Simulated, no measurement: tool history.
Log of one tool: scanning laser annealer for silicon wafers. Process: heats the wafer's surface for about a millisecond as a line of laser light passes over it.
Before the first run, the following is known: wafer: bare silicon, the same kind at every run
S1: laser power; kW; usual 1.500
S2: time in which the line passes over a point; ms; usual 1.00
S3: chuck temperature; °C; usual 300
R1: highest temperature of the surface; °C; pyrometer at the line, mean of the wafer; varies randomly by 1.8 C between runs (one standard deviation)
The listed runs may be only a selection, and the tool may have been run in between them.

| run | hour | S1 | S2 | S3 | R1 |
|---|---|---|---|---|---|
| 1 | 0.0 | 1.500 | 1.00 | 300 | 989 |
| 2 | 11.5 | 1.500 | 1.00 | 300 | 987 |
| 3 | 21.5 | 1.500 | 1.00 | 300 | 989 |
| 4 | 32.2 | 1.500 | 1.00 | 300 | 990 |
| 5 | 47.8 | 1.585 | 1.00 | 300 | 1022 |
| 6 | 57.1 | 1.500 | 1.00 | 311 | 999 |
| 7 | 64.6 | 1.497 | 1.20 | 336 | 1097 |
| 8 | 79.7 | 1.537 | 1.20 | 331 | 1111 |
| 9 | 87.1 | 1.537 | 1.20 | 331 | 1109 |
|  | 97.6 | window over the wafer cleaned |
| 10 | 101.4 | 1.537 | 1.20 | 331 | 1145 |
| 11 | 112.2 | 1.375 | 0.70 | 291 | 832 |

Predict each of these 3 candidate next runs independently; none follows another, all start after run 11:
| A | 128.2 | 1.375 | 0.75 | 294 | ? |
| B | 128.2 | 1.375 | 0.70 | 306 | ? |
| C | 128.2 | 1.384 | 0.81 | 268 | ? |

| run | R1 |
|---|---|
| A | 855 |
| B | 844 |
| C | 856 |
Without the tool's unlogged condition, the same runs would have read:
| run | R1 |
|---|---|
| A | 864 |
| B | 852 |
| C | 865 |
